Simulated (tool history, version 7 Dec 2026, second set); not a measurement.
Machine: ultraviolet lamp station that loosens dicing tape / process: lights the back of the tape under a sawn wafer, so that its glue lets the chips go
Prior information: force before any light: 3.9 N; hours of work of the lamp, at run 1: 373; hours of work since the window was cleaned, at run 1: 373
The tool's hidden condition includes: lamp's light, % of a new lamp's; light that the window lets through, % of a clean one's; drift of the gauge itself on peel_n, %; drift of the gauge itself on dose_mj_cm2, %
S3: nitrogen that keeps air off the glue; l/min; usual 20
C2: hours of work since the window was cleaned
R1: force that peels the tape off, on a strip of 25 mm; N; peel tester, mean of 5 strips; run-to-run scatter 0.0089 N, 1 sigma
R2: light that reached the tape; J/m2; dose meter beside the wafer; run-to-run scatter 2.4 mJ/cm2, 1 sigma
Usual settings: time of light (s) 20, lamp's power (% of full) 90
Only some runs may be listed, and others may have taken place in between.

run 1 hour=0 | time_of_light_(s)=20 lamp's_power_(%_of_full)=90 S3=20 | hours_of_work_of_the_lamp=373 C2=373 | R1=0.486 R2=2170
run 2 hour=71 | time_of_light_(s)=20 lamp's_power_(%_of_full)=75 S3=20 | hours_of_work_of_the_lamp=428 C2=428 | R1=0.672 R2=1760
run 3 hour=149.8 | time_of_light_(s)=20 lamp's_power_(%_of_full)=90 S3=20 | hours_of_work_of_the_lamp=489 C2=489 | R1=0.541 R2=2010
-- hour=192.1 window cleaned of glue's vapour
run 4 hour=197.4 | time_of_light_(s)=20 lamp's_power_(%_of_full)=90 S3=20 | hours_of_work_of_the_lamp=525 C2=4 | R1=0.467 R2=2260
run 5 hour=245.8 | time_of_light_(s)=20 lamp's_power_(%_of_full)=69 S3=20 | hours_of_work_of_the_lamp=563 C2=42 | R1=0.673 R2=1700
run 6 hour=302 | time_of_light_(s)=20 lamp's_power_(%_of_full)=69 S3=20 | hours_of_work_of_the_lamp=607 C2=85 | R1=0.702 R2=1660
run 7 hour=334.2 | time_of_light_(s)=20 lamp's_power_(%_of_full)=69 S3=20 | hours_of_work_of_the_lamp=632 C2=110 | R1=0.746 R2=1620
run 8 hour=377.4 | time_of_light_(s)=20 lamp's_power_(%_of_full)=69 S3=20 | hours_of_work_of_the_lamp=665 C2=144 | R1=0.765 R2=1580
run 9 hour=425.4 | time_of_light_(s)=20 lamp's_power_(%_of_full)=69 S3=20 | hours_of_work_of_the_lamp=702 C2=181 | R1=0.769 R2=1580
run 10 hour=483 | time_of_light_(s)=29 lamp's_power_(%_of_full)=69 S3=20 | hours_of_work_of_the_lamp=747 C2=226 | R1=0.485 R2=2220
run 11 hour=552.1 | time_of_light_(s)=32 lamp's_power_(%_of_full)=90 S3=20 | hours_of_work_of_the_lamp=801 C2=279 | R1=0.309 R2=3060
run 12 hour=600.4 | time_of_light_(s)=19 lamp's_power_(%_of_full)=81 S3=11 | hours_of_work_of_the_lamp=838 C2=317 | R1=1.029 R2=1600
run 13 hour=660.8 | time_of_light_(s)=20 lamp's_power_(%_of_full)=94 S3=20 | hours_of_work_of_the_lamp=885 C2=364 | R1=0.59 R2=1960
run 14 hour=726.6 | time_of_light_(s)=20 lamp's_power_(%_of_full)=94 S3=20 | hours_of_work_of_the_lamp=936 C2=415 | R1=0.633 R2=1890
run 15 hour=761.1 | time_of_light_(s)=20 lamp's_power_(%_of_full)=94 S3=10 | hours_of_work_of_the_lamp=963 C2=441 | R1=0.943 R2=1830

Consider 4 possible next runs. They are alternatives, not a sequence: every one starts from the tool as it was left by run 15. What does each give?
run A hour=832.8 | time_of_light_(s)=20 lamp's_power_(%_of_full)=69 S3=20 | hours_of_work_of_the_lamp=1018 C2=497 | R1=? R2=?
run B hour=832.8 | time_of_light_(s)=35 lamp's_power_(%_of_full)=65 S3=7 | hours_of_work_of_the_lamp=1018 C2=497 | R1=? R2=?
run C hour=832.8 | time_of_light_(s)=14 lamp's_power_(%_of_full)=90 S3=20 | hours_of_work_of_the_lamp=1018 C2=497 | R1=? R2=?
run D hour=832.8 | time_of_light_(s)=20 lamp's_power_(%_of_full)=90 S3=32 | hours_of_work_of_the_lamp=1018 C2=497 | R1=? R2=?

run=A R1=1.026 R2=1290
run=B R1=0.941 R2=2110
run=C R1=1.108 R2=1170
run=D R1=0.517 R2=1670
The same runs, with their run-to-run variation unchanged, on a tool lacking any hidden condition would have given:
run=A R1=0.543 R2=2070
run=B R1=0.491 R2=3410
run=C R1=0.598 R2=1880
run=D R1=0.284 R2=2700
